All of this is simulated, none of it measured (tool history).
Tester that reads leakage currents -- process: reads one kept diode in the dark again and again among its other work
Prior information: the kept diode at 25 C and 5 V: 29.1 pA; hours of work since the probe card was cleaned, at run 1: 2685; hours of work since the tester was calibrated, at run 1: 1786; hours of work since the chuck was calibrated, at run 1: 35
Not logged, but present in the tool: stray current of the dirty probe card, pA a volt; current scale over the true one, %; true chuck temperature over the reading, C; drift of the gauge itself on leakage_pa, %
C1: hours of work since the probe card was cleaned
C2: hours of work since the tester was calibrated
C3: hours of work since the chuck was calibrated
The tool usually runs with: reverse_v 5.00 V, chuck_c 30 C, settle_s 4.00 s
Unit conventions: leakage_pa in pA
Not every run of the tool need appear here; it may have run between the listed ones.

{"run": 1, "hour": 0.0, "reverse_v": 5.0, "chuck_c": 30, "settle_s": 4.0, "C1": 2685, "C2": 1786, "C3": 35, "leakage_pa": 50.27}
{"run": 2, "hour": 100.3, "reverse_v": 5.0, "chuck_c": 30, "settle_s": 4.0, "C1": 2753, "C2": 1854, "C3": 102, "leakage_pa": 51.02}
{"run": 3, "hour": 209.2, "reverse_v": 5.0, "chuck_c": 26, "settle_s": 4.0, "C1": 2826, "C2": 1927, "C3": 176, "leakage_pa": 38.34}
{"run": 4, "hour": 315.5, "reverse_v": 5.0, "chuck_c": 23, "settle_s": 4.0, "C1": 2898, "C2": 1999, "C3": 248, "leakage_pa": 31.18}
{"run": 5, "hour": 493.1, "reverse_v": 5.0, "chuck_c": 23, "settle_s": 4.0, "C1": 3018, "C2": 2120, "C3": 368, "leakage_pa": 31.7}
{"run": 6, "hour": 629.0, "reverse_v": 5.0, "chuck_c": 30, "settle_s": 4.0, "C1": 3110, "C2": 2211, "C3": 460, "leakage_pa": 53.66}
{"run": 7, "hour": 808.6, "reverse_v": 5.0, "chuck_c": 30, "settle_s": 4.0, "C1": 3232, "C2": 2333, "C3": 582, "leakage_pa": 54.34}
{"run": 8, "hour": 899.5, "reverse_v": 5.0, "chuck_c": 30, "settle_s": 4.0, "C1": 3293, "C2": 2395, "C3": 643, "leakage_pa": 54.96}
{"hour": 911.7, "done": "probe card cleaned and baked"}
{"run": 9, "hour": 1059.7, "reverse_v": 5.0, "chuck_c": 30, "settle_s": 4.0, "C1": 100, "C2": 2501, "C3": 750, "leakage_pa": 48.94}
{"run": 10, "hour": 1219.3, "reverse_v": 1.24, "chuck_c": 30, "settle_s": 4.0, "C1": 208, "C2": 2609, "C3": 858, "leakage_pa": 31.13}
{"run": 11, "hour": 1356.3, "reverse_v": 5.0, "chuck_c": 30, "settle_s": 4.0, "C1": 301, "C2": 2702, "C3": 950, "leakage_pa": 50.5}
{"hour": 1375.0, "done": "tester calibrated"}
{"run": 12, "hour": 1490.9, "reverse_v": 5.0, "chuck_c": 30, "settle_s": 4.0, "C1": 391, "C2": 78, "C3": 1040, "leakage_pa": 51.41}
{"run": 13, "hour": 1670.4, "reverse_v": 5.0, "chuck_c": 30, "settle_s": 4.0, "C1": 512, "C2": 200, "C3": 1162, "leakage_pa": 52.61}

Estimate the outcome of run 14 from the log above:
{"run": 14, "hour": 1853.2, "reverse_v": 13.47, "chuck_c": 21, "settle_s": 0.41, "C1": 636, "C2": 324, "C3": 1285, "leakage_pa": "?"}

leakage_pa: 38.62 pA
Without the tool's hidden state the same run would have given leakage_pa 30.24 pA.
